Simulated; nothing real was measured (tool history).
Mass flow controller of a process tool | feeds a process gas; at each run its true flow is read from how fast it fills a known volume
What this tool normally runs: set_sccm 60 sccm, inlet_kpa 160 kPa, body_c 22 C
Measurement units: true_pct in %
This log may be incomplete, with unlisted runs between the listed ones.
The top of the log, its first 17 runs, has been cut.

run      day  set_sccm  inlet_kpa  body_c  true_pct
 18   82.212        69        160      22    100.07
 19   85.921        79        160      22    100.29
 20   89.279        21        160      22     98.71
 21   93.012        21        158      33     99.58
 22   98.825        26        221      38     99.82
 23  105.833        11        210      22     98.76
 24  112.788        28        143      27     99.60
 25  119.200        60        217      29     99.98
 26  125.662        60        217      29     99.87
 27  131.262        60        217      23     99.54
 28  135.396        60        217      21     99.50
 29  142.296        60        217      21     99.49
 30  148.617        23        235      22     98.75
 31  154.312        44        195      40    100.62
 32  159.283        46        216      28     99.85
 33  165.900        60        160      34    101.00
 34  171.108        60        171      22    100.08
 35  174.300        60        221      24     99.74
 36  177.775        60        213      31    100.47

What if the next run were any one of these 4? Each begins from the tool's condition after run 36:
  A  183.721        61        248      20         ?
  B  183.721        60        188      31         ?
  C  183.721        58        169      27         ?
  D  183.721        26        268      35         ?

run  true_pct
  A     99.38
  B    100.68
  C    100.46
  D     99.82
What these runs would have given with no unlogged condition in the tool:
run  true_pct
  A     98.12
  B     99.42
  C     99.18
  D     98.11
